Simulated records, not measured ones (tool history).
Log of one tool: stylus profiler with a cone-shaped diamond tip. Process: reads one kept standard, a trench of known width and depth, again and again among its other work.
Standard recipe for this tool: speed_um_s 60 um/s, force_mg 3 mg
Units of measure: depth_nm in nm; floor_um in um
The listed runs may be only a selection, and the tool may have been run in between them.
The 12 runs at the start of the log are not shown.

run    hour  speed_um_s  force_mg  scans with this tip  hours of work since the height scale was calibrated  depth_nm  floor_um
 13     995          60         3                26632                                                  490    203.58     97.69
 14    1047          60       4.2                27099                                                  522    204.51     97.74
 15  1103.7          60       4.2                27609                                                  556    204.43     97.81
 16  1179.3          60       4.2                28290                                                  601    204.46     97.76
 17  1289.5          60      1.92                29281                                                  667    202.61     97.58
 18  1388.5          60      1.92                30172                                                  727    202.67     97.66
 19  1444.4          18      6.78                30674                                                  760    206.16     97.93
 20    1518          18      6.78                31337                                                  805    206.17     98.01
 21  1623.5          18      6.78                32286                                                  868    206.11        98
     1651.7  -- new tip fitted, height scale calibrated
 22  1697.2          19      1.37                  409                                                   27    202.07     97.87
 23  1749.6          19      1.37                  880                                                   59    202.13     97.94
 24  1838.2          19      1.37                 1677                                                  112    202.13     97.88
 25  1946.8          19      1.37                 2654                                                  177    202.09     97.86
 26  2019.5          29      1.15                 3308                                                  221    201.88     97.77
 27    2088         223      2.91                 3925                                                  262    203.47     96.81
 28  2171.5          89      4.03                 4676                                                  312    204.31     97.61
 29  2253.7          89      4.03                 5415                                                  362    204.32     97.62
 30  2332.7          32         3                 6125                                                  409    203.55     97.95
 31  2442.4         137      1.35                 7112                                                  475     202.1     96.91
 32  2530.3          45      6.41                 7903                                                  528    205.89     97.88
 33  2601.6          45      6.41                 8544                                                  571    205.93     97.86
 34  2694.2          65      2.29                 9378                                                  627    202.98     97.64
 35  2778.9          65      2.29                10140                                                  677    202.98     97.65
 36  2878.4          25      8.93                11035                                                  737    207.42     97.92

What if the next run were any one of these 3? Each begins from the tool's condition after run 36:
  A  2926.2         150      8.93                11465                                                  766         ?         ?
  B  2926.2          76      6.51                11465                                                  766         ?         ?
  C  2926.2         176      8.93                11465                                                  766         ?         ?

run  depth_nm  floor_um
  A    207.38     97.51
  B    205.98     97.73
  C    207.41     97.42
Had the tool no hidden state, the same runs would have come out as:
run  depth_nm  floor_um
  A    207.38     97.51
  B    205.99     97.74
  C    207.42     97.43

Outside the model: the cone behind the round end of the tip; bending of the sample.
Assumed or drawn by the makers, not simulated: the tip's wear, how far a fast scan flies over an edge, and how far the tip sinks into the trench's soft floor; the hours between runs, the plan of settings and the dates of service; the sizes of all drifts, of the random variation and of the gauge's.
